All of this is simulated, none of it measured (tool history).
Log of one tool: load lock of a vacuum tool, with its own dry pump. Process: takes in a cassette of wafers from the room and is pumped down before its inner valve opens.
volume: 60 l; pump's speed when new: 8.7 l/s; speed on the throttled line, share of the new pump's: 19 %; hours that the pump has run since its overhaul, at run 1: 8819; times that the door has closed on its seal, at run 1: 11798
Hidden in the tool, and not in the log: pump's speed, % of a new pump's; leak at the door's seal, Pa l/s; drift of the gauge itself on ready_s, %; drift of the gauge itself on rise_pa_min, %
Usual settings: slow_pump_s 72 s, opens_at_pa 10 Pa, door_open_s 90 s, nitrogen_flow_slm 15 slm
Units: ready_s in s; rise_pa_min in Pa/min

run	day	slow_pump_s	opens_at_pa	door_open_s	nitrogen_flow_slm	hours that the pump has run since its overhaul	times that the door has closed on its seal	incoming humidity of the room's air, %	ready_s	rise_pa_min
1	0.000	72	10	90	15	8819	11798	46.5	122.5	0.034
2	15.604	72	10	90	5	9194	12773	44.8	122.8	0.049
3	40.567	72	10	90	5	9793	14332	40.2	121.9	0.040
4	53.238	72	10	90	5	10097	15123	45.2	123.1	0.039
5	71.525	72	10	90	15	10536	16265	40.4	121.7	0.029
6	96.908	72	9	90	15	11145	17850	43.5	123.9	0.034
7	118.338	72	10	90	15	11659	19188	46.6	123.3	0.033
8	129.658	63	10	90	15	11931	19895	44.7	115.4	0.031
9	142.121	63	10	90	15	12230	20673	44.7	116.7	0.033
10	167.988	63	10	90	15	12851	22288	44.5	114.6	0.035
11	185.908	72	10	90	14	13281	23407	45.3	123.5	0.035
12	197.208	72	10	90	15	13552	24113	45.8	122.1	0.035
13	209.683	72	10	90	15	13852	24892	40.6	122.4	0.025
14	224.812	72	10	90	15	14215	25837	46.8	122.7	0.032
15	235.888	72	10	90	7	14480	26528	42.6	122.1	0.036
# day 254.679: dry pump taken out, an overhauled one fitted
16	254.679	72	10	90	15	0	27686	46.5	124.5	0.035
17	266.879	72	18	90	15	293	28448	42.4	117.9	0.030
18	285.742	72	15	90	15	745	29626	49.0	118.8	0.040
19	303.729	72	10	90	6	1177	30749	44.5	124.4	0.042
20	329.621	80	10	122	5	1799	32366	43.1	129.7	0.048
21	348.321	80	10	122	5	2247	33533	44.1	129.9	0.061
22	371.962	124	18	132	6	2815	35010	44.9	162.6	0.057
23	392.629	48	8	27	39	3311	36300	43.9	104.4	0.014
24	417.742	48	8	27	39	3914	37868	44.8	105.2	0.013
25	432.054	48	8	27	39	4257	38762	45.7	104.6	0.016
26	453.042	48	8	45	16	4761	40073	45.5	105.5	0.023
27	467.538	45	18	45	15	5109	40978	47.8	96.6	0.027
28	481.483	45	8	240	7	5443	41849	43.1	102.9	0.068
29	492.967	121	19	26	15	5719	42566	47.9	157.8	0.019
30	516.583	92	10	90	41	6286	44040	45.3	139.4	0.025
31	541.008	92	14	90	41	6872	45566	45.2	136.0	0.021
32	557.392	92	19	74	41	7265	46589	43.4	133.1	0.019
# day 568.075: door's seal changed, seat wiped
33	577.862	72	16	90	15	7755	611	46.5	120.2	0.032
34	603.475	89	18	124	15	8370	2211	43.4	132.7	0.038
35	614.158	37	18	124	23	8626	2878	46.5	90.0	0.033
36	637.458	37	18	124	23	9185	4333	42.7	92.3	0.035
37	657.112	94	8	90	5	9657	5560	44.2	142.6	0.043

4 ways to go on from here, each from the tool as it stands after run 37. What would each give?
A	675.279	94	7	129	7	10093	6694	45.1	?	?
B	675.279	72	8	90	11	10093	6694	42.9	?	?
C	675.279	72	13	90	15	10093	6694	43.5	?	?
D	675.279	94	9	90	6	10093	6694	44.5	?	?

run	ready_s	rise_pa_min
A	142.1	0.057
B	124.5	0.038
C	120.2	0.033
D	142.8	0.044
Without the tool's hidden state the same runs would have given:
run	ready_s	rise_pa_min
A	142.1	0.057
B	124.5	0.038
C	120.2	0.033
D	142.8	0.044
